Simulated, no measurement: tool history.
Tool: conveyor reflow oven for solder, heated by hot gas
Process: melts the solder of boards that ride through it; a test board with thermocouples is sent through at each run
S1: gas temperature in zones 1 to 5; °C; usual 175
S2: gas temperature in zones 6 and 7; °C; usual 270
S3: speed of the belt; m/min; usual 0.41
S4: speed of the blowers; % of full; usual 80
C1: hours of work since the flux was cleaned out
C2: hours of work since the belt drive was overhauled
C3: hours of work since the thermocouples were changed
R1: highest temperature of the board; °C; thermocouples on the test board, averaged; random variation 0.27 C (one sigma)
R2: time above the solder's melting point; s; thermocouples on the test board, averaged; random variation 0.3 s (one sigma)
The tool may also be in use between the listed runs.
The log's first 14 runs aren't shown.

run	hour	S1	S2	S3	S4	C1	C2	C3	R1	R2
15	635.4	185	270	0.41	80	42	1012	1267	263.4	80.2
16	671.6	185	262	0.41	80	61	1031	1286	256.3	75.5
17	703.2	169	270	0.479	80	77	1048	1302	257	59.3
18	732.3	175	270	0.348	60	92	1063	1317	262.3	89.4
# hour 748.5: thermocouples of zones 6 and 7 changed
19	783.4	175	270	0.387	73	118	1088	18	259.7	78.9
20	829.8	165	270	0.41	80	142	1112	42	258.2	69.2
21	882.3	175	264	0.349	80	169	1140	70	257.1	86.7
22	938.2	175	264	0.349	80	198	1169	99	257.5	87.3
23	988.2	175	264	0.349	80	224	1195	125	257.5	87.3
24	1030.6	178	264	0.349	51	246	1217	147	252	81.4
25	1073.4	178	264	0.349	51	268	1239	169	251.7	81.5
26	1123.8	178	264	0.349	51	295	1265	195	251.5	81.4
27	1171.2	175	281	0.366	54	319	1290	220	266.6	86.6
28	1218.9	185	267	0.467	84	344	1315	245	255.4	65.4
29	1273.6	161	283	0.357	77	372	1343	273	272.9	88.9
30	1310.5	161	283	0.357	77	392	1362	292	273.1	88.6
# hour 1369: flux residue cleaned out of gas plates and filters
31	1369	161	283	0.357	77	0	1390	320	274.6	90.3

Forecast each of these 3 alternatives for the next run:
A	1417.4	175	270	0.41	77	25	1415	345	?	?
B	1417.4	175	270	0.41	81	25	1415	345	?	?
C	1417.4	175	270	0.365	80	25	1415	345	?	?

run	R1	R2
A	260.2	74.7
B	260.8	75.4
C	262.9	86.1
Without the tool's hidden state the same runs would have given:
run	R1	R2
A	259.2	72.5
B	259.8	73.2
C	262	83.7
